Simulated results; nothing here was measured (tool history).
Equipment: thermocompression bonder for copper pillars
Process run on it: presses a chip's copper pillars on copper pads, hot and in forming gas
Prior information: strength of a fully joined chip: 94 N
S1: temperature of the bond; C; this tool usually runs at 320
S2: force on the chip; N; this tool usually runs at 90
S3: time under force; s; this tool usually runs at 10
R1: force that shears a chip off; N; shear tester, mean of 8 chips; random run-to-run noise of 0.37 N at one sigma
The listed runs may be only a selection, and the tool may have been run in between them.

| run | hour | S1 | S2 | S3 | R1 |
|---|---|---|---|---|---|
| 1 | 0.0 | 320 | 90 | 10 | 35.6 |
| 2 | 32.8 | 320 | 90 | 10 | 35.0 |
| 3 | 86.6 | 320 | 90 | 10 | 34.5 |
| 4 | 120.3 | 320 | 90 | 10 | 35.1 |
| 5 | 149.7 | 320 | 90 | 10 | 34.1 |
| 6 | 194.3 | 302 | 90 | 10 | 27.8 |
| 7 | 232.0 | 302 | 90 | 10 | 28.4 |
|  | 283.1 | forming gas filter changed |
| 8 | 286.3 | 302 | 90 | 10 | 30.0 |
| 9 | 333.1 | 302 | 90 | 10 | 29.8 |
| 10 | 377.9 | 302 | 90 | 10 | 29.0 |
| 11 | 429.8 | 291 | 90 | 10 | 25.9 |
| 12 | 465.8 | 326 | 90 | 10 | 36.5 |
| 13 | 518.4 | 326 | 90 | 10 | 36.5 |
| 14 | 550.8 | 326 | 90 | 10 | 36.0 |
| 15 | 594.7 | 326 | 90 | 10 | 35.6 |
| 16 | 623.5 | 345 | 58 | 14 | 37.7 |
| 17 | 666.1 | 345 | 61 | 16 | 41.2 |
|  | 691.6 | forming gas filter changed |
| 18 | 715.2 | 320 | 90 | 12 | 38.3 |
|  | 719.8 | heater calibrated with a thermocouple chip |
| 19 | 743.6 | 291 | 121 | 12 | 31.5 |

Predict the results of run 20:
| 20 | 777.4 | 291 | 121 | 12 | ? |

Run 20 came out at R1 31.3 N.
If the tool had no hidden condition, the same run with the same run-to-run variation would have returned R1 33.9 N.
